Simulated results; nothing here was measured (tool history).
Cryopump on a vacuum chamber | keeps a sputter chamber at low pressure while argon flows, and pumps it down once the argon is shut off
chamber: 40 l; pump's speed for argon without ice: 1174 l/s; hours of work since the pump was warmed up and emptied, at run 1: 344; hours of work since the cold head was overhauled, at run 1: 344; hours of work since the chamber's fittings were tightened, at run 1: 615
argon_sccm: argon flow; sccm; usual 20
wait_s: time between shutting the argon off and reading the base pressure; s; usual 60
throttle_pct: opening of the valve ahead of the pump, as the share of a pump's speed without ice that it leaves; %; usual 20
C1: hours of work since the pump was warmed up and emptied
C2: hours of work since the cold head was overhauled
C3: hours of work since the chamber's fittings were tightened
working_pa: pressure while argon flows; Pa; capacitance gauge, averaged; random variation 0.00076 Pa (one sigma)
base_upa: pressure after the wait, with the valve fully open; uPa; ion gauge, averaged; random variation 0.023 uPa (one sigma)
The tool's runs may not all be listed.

Run 1, hour 0.0: usual settings; C1 344; C2 344; C3 615. Result: working_pa 0.1518 Pa, base_upa 2.97 uPa.
Run 2, hour 28.8: usual settings; C1 359; C2 359; C3 630. Result: working_pa 0.1520 Pa, base_upa 3.03 uPa.
Run 3, hour 47.7: usual settings; C1 370; C2 370; C3 640. Result: working_pa 0.1527 Pa, base_upa 3.16 uPa.
Run 4, hour 83.4: usual settings; C1 389; C2 389; C3 660. Result: working_pa 0.1523 Pa, base_upa 3.28 uPa.
Run 5, hour 111.8: usual settings but throttle_pct 56 %; C1 404; C2 404; C3 675. Result: working_pa 0.0599 Pa, base_upa 3.32 uPa.
Run 6, hour 144.2: usual settings; C1 422; C2 422; C3 693. Result: working_pa 0.1531 Pa, base_upa 3.41 uPa.
Run 7, hour 171.7: usual settings; C1 437; C2 437; C3 708. Result: working_pa 0.1531 Pa, base_upa 3.56 uPa.
Run 8, hour 202.0: usual settings but argon_sccm 9 sccm; C1 453; C2 453; C3 724. Result: working_pa 0.0697 Pa, base_upa 3.67 uPa.
Run 9, hour 229.1: usual settings but argon_sccm 9 sccm; C1 468; C2 468; C3 739. Result: working_pa 0.0693 Pa, base_upa 3.71 uPa.
Run 10, hour 263.9: usual settings but argon_sccm 9 sccm; C1 487; C2 487; C3 758. Result: working_pa 0.0702 Pa, base_upa 3.72 uPa.
Run 11, hour 291.4: usual settings but argon_sccm 15 sccm; C1 502; C2 502; C3 773. Result: working_pa 0.1162 Pa, base_upa 3.89 uPa.
Run 12, hour 317.0: usual settings but argon_sccm 18 sccm, wait_s 200 s, throttle_pct 59 %; C1 516; C2 516; C3 787. Result: working_pa 0.0551 Pa, base_upa 3.60 uPa.
Run 13, hour 340.8: usual settings but argon_sccm 18 sccm, wait_s 200 s, throttle_pct 59 %; C1 529; C2 529; C3 800. Result: working_pa 0.0560 Pa, base_upa 3.78 uPa.
Run 14, hour 359.0: usual settings but throttle_pct 32 %; C1 539; C2 539; C3 809. Result: working_pa 0.1026 Pa, base_upa 4.31 uPa.
At hour 400.7: pump warmed up, emptied and cooled again.
Run 15, hour 400.7: usual settings but argon_sccm 30 sccm, throttle_pct 30 %; C1 0; C2 559; C3 829. Result: working_pa 0.1444 Pa, base_upa 3.18 uPa.
Run 16, hour 429.8: usual settings but argon_sccm 30 sccm, throttle_pct 30 %; C1 16; C2 574; C3 845. Result: working_pa 0.1449 Pa, base_upa 3.30 uPa.
Run 17, hour 457.9: usual settings but argon_sccm 22 sccm, wait_s 227 s, throttle_pct 45 %; C1 31; C2 590; C3 860. Result: working_pa 0.0714 Pa, base_upa 2.91 uPa.
Run 18, hour 493.8: usual settings but argon_sccm 22 sccm, wait_s 227 s, throttle_pct 45 %; C1 51; C2 609; C3 880. Result: working_pa 0.0726 Pa, base_upa 2.91 uPa.
Run 19, hour 522.0: usual settings but argon_sccm 8 sccm, wait_s 59 s, throttle_pct 29 %; C1 66; C2 624; C3 895. Result: working_pa 0.0404 Pa, base_upa 3.43 uPa.
Run 20, hour 548.8: usual settings but argon_sccm 38 sccm, wait_s 59 s, throttle_pct 25 %; C1 80; C2 639; C3 910. Result: working_pa 0.2217 Pa, base_upa 3.46 uPa.
Run 21, hour 584.7: usual settings but argon_sccm 33 sccm, wait_s 135 s, throttle_pct 26 %; C1 100; C2 659; C3 929. Result: working_pa 0.1858 Pa, base_upa 3.29 uPa.

Hidden state or all else? Some run-to-run changes of working_pa, split into what the settings, what came in and random variation would give without the hidden state, and what is left for the hidden state (with any gauge scatter that isn't in both results):
The hidden state here: pump's speed, % of a pump's without ice; cold plate's temperature, K; leak into the chamber, uPa l/s; drift of the gauge itself on working_pa, %; drift of the gauge itself on base_upa, %.
Run 5 -> 6: throttle_pct 56 -> 20. working_pa +0.0932 Pa: hidden state +0.0005, all else +0.0927.
Run 7 -> 8: argon_sccm 20 -> 9. working_pa -0.0834 Pa: hidden state -0.0053, all else -0.0781.
Run 14 -> 15: argon_sccm 20 -> 30, throttle_pct 32 -> 30, pump warmed up, emptied and cooled again. working_pa +0.0418 Pa: hidden state -0.0122, all else +0.0540.
Run 19 -> 20: argon_sccm 8 -> 38, throttle_pct 29 -> 25. working_pa +0.1813 Pa: hidden state +0.0026, all else +0.1787.

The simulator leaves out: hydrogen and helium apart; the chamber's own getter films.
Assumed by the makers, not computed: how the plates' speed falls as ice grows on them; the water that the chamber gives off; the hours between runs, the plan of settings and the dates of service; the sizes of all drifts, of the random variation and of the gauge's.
